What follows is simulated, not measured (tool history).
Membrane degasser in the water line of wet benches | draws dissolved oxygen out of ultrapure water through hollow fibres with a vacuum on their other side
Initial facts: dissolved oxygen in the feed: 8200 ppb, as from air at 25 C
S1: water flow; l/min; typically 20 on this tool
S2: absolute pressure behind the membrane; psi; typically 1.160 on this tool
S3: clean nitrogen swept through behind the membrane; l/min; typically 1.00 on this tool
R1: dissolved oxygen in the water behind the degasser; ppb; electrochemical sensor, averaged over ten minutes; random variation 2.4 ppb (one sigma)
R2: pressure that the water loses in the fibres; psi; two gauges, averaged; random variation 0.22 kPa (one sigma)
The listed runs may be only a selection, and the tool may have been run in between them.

run    hour  S1     S2    S3     R1      R2
  1     0.0  20  1.160  1.00  242.4   7.855
  2    76.9  16  1.160  1.00  193.4   6.273
  3   136.6  20  1.160  2.41  124.9   7.810
  4   212.2  20  1.160  2.41  128.9   7.829
  5   316.0  20  1.160  2.41  127.8   7.913
  6   444.9  20  1.160  0.61  343.8   7.835
  7   510.8  20  1.160  0.61  346.9   7.845
  8   617.4  20  1.160  0.61  346.4   7.874
  9   727.2  28  1.160  0.61  480.9  11.005
 10   796.2  17  1.160  1.00  205.4   6.686
 11   906.1  17  1.160  1.00  207.2   6.762
 12   964.9  17  1.160  1.00  206.1   6.621
 13  1054.2  17  1.160  1.00  209.4   6.617
 14  1139.8  20  1.160  0.68  318.8   7.923
 15  1192.9  20  1.160  0.68  319.6   7.881
 16  1277.0  20  1.160  0.68  320.9   7.865
 17  1353.5  20  1.160  1.00  244.5   7.899
 18  1462.3  22  1.160  1.10  253.5   8.704
 19  1568.2  22  1.160  1.10  251.7   8.710
 20  1657.5  22  1.160  0.50  442.2   8.704
 21  1722.6  20  1.556  0.57  567.3   7.873
 22  1791.3  14  1.160  0.40  350.7   5.562
 23  1856.1  14  1.160  0.40  347.8   5.519
 24  1931.9  17  1.031  2.03  101.0   6.707
 25  2025.5  18  1.031  1.17  163.7   7.126
 26  2137.4  13  0.727  0.51  112.6   5.105
 27  2200.3  13  0.727  0.51  113.0   5.121
 28  2307.0  20  1.009  1.41  158.7   7.889
 29  2376.9  20  0.770  0.59  184.5   7.892
 30  2433.9  25  2.096  3.00  279.3   9.900
 31  2519.3  27  0.901  0.61  328.4  10.697
 32  2579.3  31  1.160  0.76  472.4  12.327
 33  2654.5  31  1.011  0.45  528.7  12.309

Not shown here: 2 entries made in the log between runs. Locate each between two listed runs and compare the hidden state at the listed run before it with the hidden state at the listed run after it:
After run 11, before run 12: vacuum gauge calibrated (hour 915.7)
  true pressure behind the membrane over the reading, kPa: 0.03 -> 0.04; air that leaks in behind the membrane, l/min: 0.0172 -> 0.0173
  what was measured, less what the result would be without the hidden state, R1: +6.9 -> +7.3 ppb; R2: +0.175 -> +0.174 psi
After run 14, before run 15: vacuum gauge calibrated, once more (hour 1188.1)
  membrane still open, %: 97.3 -> 97.2; true pressure behind the membrane over the reading, kPa: 0.04 -> 0.03; air that leaks in behind the membrane, l/min: 0.0178 -> 0.0179
  what was measured, less what the result would be without the hidden state, R1: +8.6 -> +8.1 ppb; R2: +0.216 -> +0.216 psi
